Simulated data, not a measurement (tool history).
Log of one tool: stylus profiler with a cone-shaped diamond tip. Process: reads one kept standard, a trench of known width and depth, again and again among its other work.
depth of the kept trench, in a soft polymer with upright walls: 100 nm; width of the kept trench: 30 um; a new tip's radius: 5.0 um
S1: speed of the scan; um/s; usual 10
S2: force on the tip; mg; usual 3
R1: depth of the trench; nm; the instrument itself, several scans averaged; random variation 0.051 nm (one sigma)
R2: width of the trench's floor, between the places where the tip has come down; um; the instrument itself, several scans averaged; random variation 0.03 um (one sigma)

run 1 day=0 | S1=10 S2=3 | R1=101.38 R2=27.89
run 2 day=0.646 | S1=10 S2=3 | R1=101.46 R2=27.93
run 3 day=1.221 | S1=10 S2=3 | R1=101.36 R2=27.94
run 4 day=1.904 | S1=10 S2=3.65 | R1=101.58 R2=27.93
run 5 day=2.579 | S1=10 S2=3.65 | R1=101.56 R2=27.94
run 6 day=3.042 | S1=10 S2=3.65 | R1=101.59 R2=27.98
run 7 day=3.562 | S1=10 S2=2.61 | R1=101.2 R2=27.93
run 8 day=3.958 | S1=10 S2=2.61 | R1=101.21 R2=27.97

Forecast run 9:
run 9 day=4.617 | S1=10 S2=2.61 | R1=? R2=?

R1: 101.25 nm
R2: 27.88 um
Without the tool's hidden state the same run would have given R1 101.33 nm, R2 27.92 um.
